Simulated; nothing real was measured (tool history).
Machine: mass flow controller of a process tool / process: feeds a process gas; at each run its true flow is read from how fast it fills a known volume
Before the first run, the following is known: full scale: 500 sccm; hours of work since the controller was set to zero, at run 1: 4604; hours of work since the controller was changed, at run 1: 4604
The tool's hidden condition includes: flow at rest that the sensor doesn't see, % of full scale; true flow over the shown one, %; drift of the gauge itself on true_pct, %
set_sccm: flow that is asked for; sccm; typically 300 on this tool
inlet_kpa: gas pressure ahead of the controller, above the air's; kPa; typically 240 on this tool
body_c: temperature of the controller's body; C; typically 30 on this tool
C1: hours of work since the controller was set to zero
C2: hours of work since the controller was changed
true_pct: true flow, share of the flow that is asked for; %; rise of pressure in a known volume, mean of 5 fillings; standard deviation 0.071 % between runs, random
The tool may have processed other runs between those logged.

Run 1, hour 0.0: usual settings; C1 4604; C2 4604. Result: true_pct 103.89 %.
Run 2, hour 295.3: usual settings; C1 4715; C2 4715. Result: true_pct 104.05 %.
Run 3, hour 689.2: usual settings but inlet_kpa 219 kPa; C1 4863; C2 4863. Result: true_pct 104.16 %.
Run 4, hour 1103.6: usual settings; C1 5018; C2 5018. Result: true_pct 104.29 %.
Run 5, hour 1520.1: usual settings; C1 5174; C2 5174. Result: true_pct 104.36 %.
Run 6, hour 1896.4: usual settings; C1 5315; C2 5315. Result: true_pct 104.55 %.
Run 7, hour 2417.2: usual settings; C1 5510; C2 5510. Result: true_pct 104.59 %.
Run 8, hour 2928.1: usual settings; C1 5701; C2 5701. Result: true_pct 104.89 %.
Run 9, hour 3341.6: usual settings; C1 5856; C2 5856. Result: true_pct 104.98 %.
Run 10, hour 3681.8: usual settings; C1 5984; C2 5984. Result: true_pct 105.15 %.
At hour 3720.8: controller's zero set anew.
Run 11, hour 4236.4: usual settings but inlet_kpa 190 kPa; C1 193; C2 6191. Result: true_pct 105.95 %.
Run 12, hour 4604.7: usual settings but inlet_kpa 190 kPa; C1 331; C2 6329. Result: true_pct 106.08 %.
Run 13, hour 5121.9: usual settings but inlet_kpa 271 kPa; C1 525; C2 6523. Result: true_pct 106.55 %.
Run 14, hour 5607.0: usual settings but set_sccm 110 sccm, inlet_kpa 271 kPa; C1 707; C2 6705. Result: true_pct 111.56 %.
Run 15, hour 6110.7: usual settings but set_sccm 110 sccm, inlet_kpa 271 kPa; C1 895; C2 6893. Result: true_pct 111.76 %.
Run 16, hour 6458.9: usual settings but set_sccm 110 sccm, inlet_kpa 212 kPa, body_c 37 C; C1 1026; C2 7024. Result: true_pct 112.21 %.
At hour 6681.7: controller's zero set anew, once more.
Run 17, hour 7001.0: usual settings but set_sccm 472 sccm, inlet_kpa 171 kPa, body_c 37 C; C1 120; C2 7227. Result: true_pct 104.38 %.
Run 18, hour 7485.0: usual settings but set_sccm 472 sccm, inlet_kpa 171 kPa, body_c 37 C; C1 301; C2 7408. Result: true_pct 104.67 %.
Run 19, hour 7994.5: usual settings but set_sccm 347 sccm, inlet_kpa 244 kPa, body_c 37 C; C1 492; C2 7599. Result: true_pct 104.51 %.
Run 20, hour 8562.0: usual settings but inlet_kpa 175 kPa; C1 704; C2 7812. Result: true_pct 103.98 %.
Run 21, hour 9063.5: usual settings but inlet_kpa 175 kPa; C1 892; C2 7999. Result: true_pct 104.29 %.
Run 22, hour 9623.7: usual settings but set_sccm 99 sccm, inlet_kpa 246 kPa, body_c 34 C; C1 1102; C2 8209. Result: true_pct 104.99 %.
Run 23, hour 10169.8: usual settings but set_sccm 233 sccm, inlet_kpa 170 kPa, body_c 34 C; C1 1307; C2 8414. Result: true_pct 104.81 %.
Run 24, hour 10442.4: usual settings but set_sccm 82 sccm, body_c 37 C; C1 1409; C2 8516. Result: true_pct 105.96 %.
Run 25, hour 10727.6: usual settings but set_sccm 82 sccm, body_c 37 C; C1 1516; C2 8623. Result: true_pct 106.07 %.
Run 26, hour 11173.8: usual settings but set_sccm 181 sccm; C1 1683; C2 8790. Result: true_pct 105.06 %.
Run 27, hour 11504.9: usual settings but set_sccm 181 sccm; C1 1807; C2 8914. Result: true_pct 105.24 %.

Each row is a separate what-if for the run after 27, all from the same tool condition, not one after another. Results?
At hour 11592.6: controller exchanged for a calibrated one.
Run A, hour 11779.4: usual settings but set_sccm 295 sccm, inlet_kpa 157 kPa; C1 70; C2 70. Result: true_pct ?.
At hour 11592.6: controller exchanged for a calibrated one.
Run B, hour 11779.4: usual settings but set_sccm 56 sccm, inlet_kpa 156 kPa, body_c 32 C; C1 70; C2 70. Result: true_pct ?.
At hour 11592.6: controller exchanged for a calibrated one.
Run C, hour 11779.4: usual settings but set_sccm 85 sccm; C1 70; C2 70. Result: true_pct ?.
At hour 11592.6: controller exchanged for a calibrated one.
Run D, hour 11779.4: usual settings but set_sccm 378 sccm, inlet_kpa 147 kPa, body_c 34 C; C1 70; C2 70. Result: true_pct ?.

run  true_pct
  A     99.76
  B     99.27
  C     99.29
  D    100.21
The same runs, with their run-to-run variation unchanged, on a tool lacking any hidden condition would have given:
run  true_pct
  A     99.60
  B     98.98
  C     99.06
  D    100.06
